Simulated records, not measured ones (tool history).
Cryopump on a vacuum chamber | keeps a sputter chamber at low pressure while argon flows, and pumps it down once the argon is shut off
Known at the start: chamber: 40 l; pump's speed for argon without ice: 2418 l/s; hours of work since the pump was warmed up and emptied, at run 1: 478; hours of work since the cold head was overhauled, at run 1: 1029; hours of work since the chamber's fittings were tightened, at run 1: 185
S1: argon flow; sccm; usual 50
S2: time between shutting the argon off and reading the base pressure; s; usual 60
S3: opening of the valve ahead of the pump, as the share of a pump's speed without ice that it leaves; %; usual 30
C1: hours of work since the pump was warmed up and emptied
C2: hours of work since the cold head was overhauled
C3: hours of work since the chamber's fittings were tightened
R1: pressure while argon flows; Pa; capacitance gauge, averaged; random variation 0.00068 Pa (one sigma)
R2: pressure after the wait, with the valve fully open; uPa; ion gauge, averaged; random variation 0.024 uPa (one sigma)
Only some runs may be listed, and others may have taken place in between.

run   hour  S1   S2  S3   C1    C2   C3      R1    R2
  1      0  50   60  30  478  1029  185  0.1222   0.9
  2   22.9  50   60  30  495  1046  202  0.1226  0.91
  3   62.3  50   60  30  525  1075  232   0.123  0.98
  4   84.5  50   60  30  541  1092  248  0.1231  0.94
      98.8  -- pump warmed up, emptied and cooled again
  5  130.1  50   60  30   23  1122  279   0.118  0.94
  6  155.9  50   60  30   43  1142  298  0.1178  0.98
  7    187  50   60  30   66  1165  321  0.1183  0.93
  8  204.8  50   60  30   79  1178  335  0.1179  0.95
  9  229.2  50   60  30   98  1197  353  0.1184  0.95
 10    258  50   60  30  119  1218  375  0.1184  0.94
 11  280.8  50   60  30  136  1235  392  0.1195  0.98
 12  309.9  50   60  30  158  1257  413   0.119     1
 13  343.5  50   60  30  183  1282  439  0.1192  1.01
 14  383.1  50   60  30  213  1312  468  0.1206  1.03
 15  412.1  50   55  30  235  1334  490  0.1198  1.09
 16  430.9  46  137  20  249  1348  504  0.1639   0.6
 17  448.3  33   20  37  262  1361  517  0.0645  2.51
 18  476.7  49  277  34  283  1382  538  0.1045  0.45
 19    511  72   93  20  309  1408  564  0.2579  0.81
 20  539.8  72   93  20  331  1429  586  0.2576  0.75
 21  572.5  50   60  57  355  1454  610  0.0659   1.1
 22  601.1  50   60  57  376  1475  632   0.067  1.06
 23  637.9  26   60  57  404  1503  659  0.0347  1.11
 24  666.8  26   37  57  426  1524  681  0.0348  1.48
 25  686.8  36   29  26  441  1539  696  0.1009  1.84
 26  727.6  44  282  35  471  1570  727  0.0931  0.55
 27  763.3  25   60  30  498  1597  753  0.0624  1.11
 28  797.9  25   60  30  524  1623  779  0.0617  1.14
 29  815.7  50  239  51  537  1636  793  0.0757  0.62
     834.4  -- pump warmed up, emptied and cooled again
 30  859.1  97   37  33   19  1665  821  0.2087  1.52

Forecast each of these 5 alternatives for the next run:
  A  891.9  72   37  19  43  1689  846   ?   ?
  B  891.9  50  197  26  43  1689  846   ?   ?
  C  891.9  65   49  33  43  1689  846   ?   ?
  D  891.9  63   41  18  43  1689  846   ?   ?
  E  891.9  31  103  30  43  1689  846   ?   ?

run      R1    R2
  A  0.2678  1.59
  B  0.1365  0.59
  C  0.1391  1.26
  D  0.2447  1.41
  E  0.0733  0.81
Without the tool's unlogged condition, the same runs would have read:
run      R1    R2
  A   0.266  1.33
  B  0.1352  0.33
  C  0.1375     1
  D  0.2431  1.15
  E  0.0725  0.55

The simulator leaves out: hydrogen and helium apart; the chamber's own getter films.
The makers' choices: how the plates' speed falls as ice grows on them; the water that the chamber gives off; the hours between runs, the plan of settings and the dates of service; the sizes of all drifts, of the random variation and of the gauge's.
